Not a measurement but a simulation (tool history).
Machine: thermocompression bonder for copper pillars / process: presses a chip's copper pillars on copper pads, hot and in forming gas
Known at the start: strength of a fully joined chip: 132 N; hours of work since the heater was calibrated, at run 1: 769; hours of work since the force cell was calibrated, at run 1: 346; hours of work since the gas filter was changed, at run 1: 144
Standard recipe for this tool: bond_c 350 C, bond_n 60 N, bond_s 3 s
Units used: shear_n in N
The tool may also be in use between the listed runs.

run	day	bond_c	bond_n	bond_s	hours of work since the heater was calibrated	hours of work since the force cell was calibrated	hours of work since the gas filter was changed	shear_n
1	0.000	350	60	3	769	346	144	55.1
2	0.408	350	60	3	774	351	148	54.6
3	0.946	348	60	3	780	357	154	53.5
4	1.488	350	60	3	786	363	160	54.8
5	2.025	350	60	3	792	369	166	53.9
6	2.358	350	60	3	796	373	170	54.2
7	3.067	350	60	3	804	381	178	52.4
8	3.804	350	60	3	812	389	187	54.6
# day 4.133: forming gas filter changed
9	4.612	350	60	3	821	398	5	60.2
10	5.079	350	60	3	826	403	11	61.2
11	5.542	350	60	3	831	408	16	59.5
12	5.946	350	60	5	836	413	20	71.6
13	6.583	350	60	3	843	420	28	59.7
14	7.162	350	60	3	850	427	34	60.2
15	7.679	342	60	3	855	432	40	56.2
16	8.117	342	60	3	860	437	45	55.6
17	8.912	342	60	3	869	446	54	55.6
18	9.288	342	60	3	874	451	58	54.3
19	10.033	350	60	3	882	459	67	59.1
20	10.788	350	60	3	891	467	75	58.0
21	11.462	350	60	3	898	475	83	59.8
22	11.812	365	65	5	902	479	87	77.9
23	12.596	365	58	5	911	488	95	73.0
24	13.362	361	43	5	920	496	104	63.0
25	13.996	354	52	2	927	504	111	46.8
26	14.479	354	52	2	932	509	117	47.0
27	14.954	341	60	6	938	514	122	66.2
28	15.733	361	55	6	946	523	131	73.6
29	16.233	361	55	6	952	529	136	73.3
30	16.946	361	55	6	960	537	145	72.8
31	17.325	350	42	5	964	541	149	57.1
32	18.000	337	60	6	972	549	156	65.2
33	18.729	335	64	8	980	557	165	71.0
34	19.196	364	64	5	985	562	170	73.1
35	19.804	364	64	5	992	569	177	72.1
36	20.175	364	83	5	996	573	181	79.5
37	20.838	332	59	4	1004	581	188	52.1
# day 21.033: forming gas filter changed
38	21.329	332	59	4	1009	586	3	57.7
39	21.733	332	59	4	1014	591	8	60.0
40	22.075	332	59	4	1018	595	12	60.0
41	22.571	326	54	3	1023	600	17	47.8

Branching from run 41: 3 alternative next runs. What would each branch give?
A	23.217	326	85	3	1031	607	25	?
B	23.217	355	78	7	1031	607	25	?
C	23.217	352	40	3	1031	607	25	?

run	shear_n
A	59.8
B	90.7
C	49.2
Without the tool's unlogged condition, the same runs would have read:
run	shear_n
A	55.3
B	86.6
C	45.5

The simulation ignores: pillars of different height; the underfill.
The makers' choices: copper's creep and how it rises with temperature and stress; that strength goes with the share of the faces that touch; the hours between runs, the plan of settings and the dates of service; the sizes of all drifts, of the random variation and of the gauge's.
